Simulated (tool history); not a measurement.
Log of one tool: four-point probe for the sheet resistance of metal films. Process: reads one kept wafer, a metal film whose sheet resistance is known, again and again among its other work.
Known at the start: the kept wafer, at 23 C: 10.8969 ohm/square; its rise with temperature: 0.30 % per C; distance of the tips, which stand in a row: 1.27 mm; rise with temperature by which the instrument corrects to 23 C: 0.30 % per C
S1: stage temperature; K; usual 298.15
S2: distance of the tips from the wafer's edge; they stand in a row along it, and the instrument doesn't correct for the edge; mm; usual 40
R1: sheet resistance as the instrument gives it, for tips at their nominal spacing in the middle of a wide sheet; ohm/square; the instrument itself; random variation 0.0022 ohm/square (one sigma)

run	hour	S1	S2	R1
1	0	298.15	40	10.898214
2	89.5	307.15	40	10.895867
3	197.1	307.15	40	10.896481
4	250.5	304.15	40	10.894126
5	342.2	298.15	40	10.892363
6	403.1	298.15	40	10.892658
7	459.6	298.15	40	10.891412
8	531.4	298.15	40	10.891263
9	602.2	298.15	40	10.892234
10	669.1	298.15	3	11.836606
11	746.6	299.15	3	11.837522
# hour 810.8: stage's thermometer calibrated
12	821	298.15	5	11.226573
13	865.9	295.15	5	11.223374
14	924.5	304.15	5	11.229091
15	973.9	303.15	3	11.810662
16	1060.8	303.15	3	11.813524
17	1157.5	298.15	40	10.86675
18	1216.4	295.15	4	11.41604
19	1304.1	306.15	44	10.868463
20	1404.2	306.15	44	10.862351

Forecast each of these 4 alternatives for the next run:
A	1502.6	306.15	7	?
B	1502.6	298.15	66	?
C	1502.6	300.15	6	?
D	1502.6	305.15	8	?

run	R1
A	11.046112
B	10.865199
C	11.114119
D	11.004952
Without the tool's hidden state the same runs would have given:
run	R1
A	11.085166
B	10.903604
C	11.153342
D	11.043866
